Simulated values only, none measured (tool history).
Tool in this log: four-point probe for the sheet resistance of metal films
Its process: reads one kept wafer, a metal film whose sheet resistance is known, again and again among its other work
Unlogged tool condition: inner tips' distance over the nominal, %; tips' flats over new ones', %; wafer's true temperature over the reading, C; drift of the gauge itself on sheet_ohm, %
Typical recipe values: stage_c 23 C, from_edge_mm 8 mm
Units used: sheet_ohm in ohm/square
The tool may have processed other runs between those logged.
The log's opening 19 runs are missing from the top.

run     day  stage_c  from_edge_mm  touches since the probe head was changed  hours of work since the stage's thermometer was calibrated  sheet_ohm
 20  30.971       25             4                                     42141                                                          77   0.279913
 21  32.438       31            31                                     43270                                                         105   0.277839
 22  33.554       26            13                                     44130                                                         127   0.277869
 23  35.242       26            13                                     45426                                                         159   0.277691
 24  36.721       25            38                                     46564                                                         187   0.277555
     38.400  -- stage's thermometer calibrated, once more
 25  38.646       29            15                                     48031                                                           5   0.278446
 26  40.083       20            12                                     49136                                                          32   0.278239
 27  41.067       26            18                                     49891                                                          51   0.278289
 28  42.167       24            62                                     50738                                                          72   0.278142
 29  43.550       30             6                                     51802                                                          99   0.279295
 30  45.212       18            16                                     53081                                                         131   0.277918
 31  47.371       18            16                                     54742                                                         172   0.277859
 32  48.525       24            47                                     55631                                                         194   0.277961
 33  50.029       21            12                                     56788                                                         223   0.278093
 34  51.808       33            42                                     58157                                                         257   0.278287
 35  52.938       22            26                                     59025                                                         279   0.277878

Below are 4 alternative next runs, each starting from the tool's condition after run 35. Predict each:
  A  53.871       31             8                                     59743                                                         297          ?
  B  53.871       25            26                                     59743                                                         297          ?
  C  53.871       18            37                                     59743                                                         297          ?
  D  53.871       21            62                                     59743                                                         297          ?

run  sheet_ohm
  A   0.278779
  B   0.277910
  C   0.277641
  D   0.277804
Without the tool's unlogged condition, the same runs would have read:
run  sheet_ohm
  A   0.280179
  B   0.279305
  C   0.279034
  D   0.279199

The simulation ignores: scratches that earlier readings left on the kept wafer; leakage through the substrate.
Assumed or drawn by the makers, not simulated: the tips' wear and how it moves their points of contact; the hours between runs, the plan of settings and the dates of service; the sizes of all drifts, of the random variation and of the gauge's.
